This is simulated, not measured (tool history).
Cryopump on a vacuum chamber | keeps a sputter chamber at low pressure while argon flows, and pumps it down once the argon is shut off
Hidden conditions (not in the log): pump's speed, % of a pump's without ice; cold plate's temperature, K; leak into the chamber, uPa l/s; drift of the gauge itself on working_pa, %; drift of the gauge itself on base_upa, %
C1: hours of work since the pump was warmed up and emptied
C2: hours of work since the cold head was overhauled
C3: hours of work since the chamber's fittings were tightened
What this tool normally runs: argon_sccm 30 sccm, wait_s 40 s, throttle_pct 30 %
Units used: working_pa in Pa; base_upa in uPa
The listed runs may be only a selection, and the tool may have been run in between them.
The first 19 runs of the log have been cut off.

Run 20, hour 742.4: usual settings but wait_s 214 s, throttle_pct 17 %; C1 575; C2 575; C3 217. Result: working_pa 0.1473 Pa, base_upa 0.47 uPa.
Run 21, hour 790.1: usual settings but wait_s 214 s, throttle_pct 17 %; C1 600; C2 600; C3 242. Result: working_pa 0.1495 Pa, base_upa 0.48 uPa.
Run 22, hour 815.4: usual settings but argon_sccm 38 sccm, wait_s 246 s; C1 613; C2 613; C3 255. Result: working_pa 0.111 Pa, base_upa 0.46 uPa.
Run 23, hour 846.6: usual settings but argon_sccm 38 sccm, wait_s 246 s; C1 629; C2 629; C3 271. Result: working_pa 0.1109 Pa, base_upa 0.47 uPa.
Run 24, hour 875.1: usual settings but argon_sccm 16 sccm, wait_s 83 s, throttle_pct 43 %; C1 644; C2 644; C3 286. Result: working_pa 0.0338 Pa, base_upa 0.81 uPa.
Run 25, hour 929.9: usual settings but argon_sccm 33 sccm, wait_s 73 s, throttle_pct 20 %; C1 672; C2 672; C3 315. Result: working_pa 0.1414 Pa, base_upa 0.92 uPa.
Run 26, hour 975.7: usual settings but argon_sccm 33 sccm, wait_s 73 s, throttle_pct 20 %; C1 696; C2 696; C3 339. Result: working_pa 0.1416 Pa, base_upa 0.92 uPa.
Run 27, hour 1014.3: usual settings but argon_sccm 18 sccm, wait_s 73 s, throttle_pct 46 %; C1 716; C2 716; C3 359. Result: working_pa 0.0366 Pa, base_upa 0.96 uPa.
Run 28, hour 1071.3: usual settings but argon_sccm 18 sccm, wait_s 73 s, throttle_pct 46 %; C1 746; C2 746; C3 388. Result: working_pa 0.0371 Pa, base_upa 0.93 uPa.
At hour 1082.9: pump warmed up, emptied and cooled again.
Run 29, hour 1117.8: usual settings but argon_sccm 24 sccm, wait_s 73 s, throttle_pct 53 %; C1 18; C2 767; C3 410. Result: working_pa 0.0377 Pa, base_upa 0.88 uPa.
Run 30, hour 1145.1: usual settings but argon_sccm 20 sccm, throttle_pct 37 %; C1 32; C2 782; C3 424. Result: working_pa 0.0441 Pa, base_upa 1.39 uPa.
Run 31, hour 1180.5: usual settings but argon_sccm 13 sccm, wait_s 276 s, throttle_pct 38 %; C1 51; C2 800; C3 442. Result: working_pa 0.0284 Pa, base_upa 0.38 uPa.
Run 32, hour 1231.4: usual settings but argon_sccm 57 sccm, wait_s 182 s; C1 77; C2 826; C3 469. Result: working_pa 0.1557 Pa, base_upa 0.51 uPa.
Run 33, hour 1258.1: usual settings but argon_sccm 18 sccm, wait_s 93 s, throttle_pct 43 %; C1 91; C2 840; C3 483. Result: working_pa 0.0357 Pa, base_upa 0.72 uPa.

Predict the results of run 34:
Run 34, hour 1312.4: usual settings but argon_sccm 20 sccm, wait_s 93 s, throttle_pct 32 %; C1 119; C2 868; C3 511. Result: working_pa ?, base_upa ?.

Logged for run 34: working_pa 0.0514 Pa, base_upa 0.79 uPa.
Had the tool carried no hidden state, the very same run would have given working_pa 0.0501 Pa, base_upa 0.68 uPa.

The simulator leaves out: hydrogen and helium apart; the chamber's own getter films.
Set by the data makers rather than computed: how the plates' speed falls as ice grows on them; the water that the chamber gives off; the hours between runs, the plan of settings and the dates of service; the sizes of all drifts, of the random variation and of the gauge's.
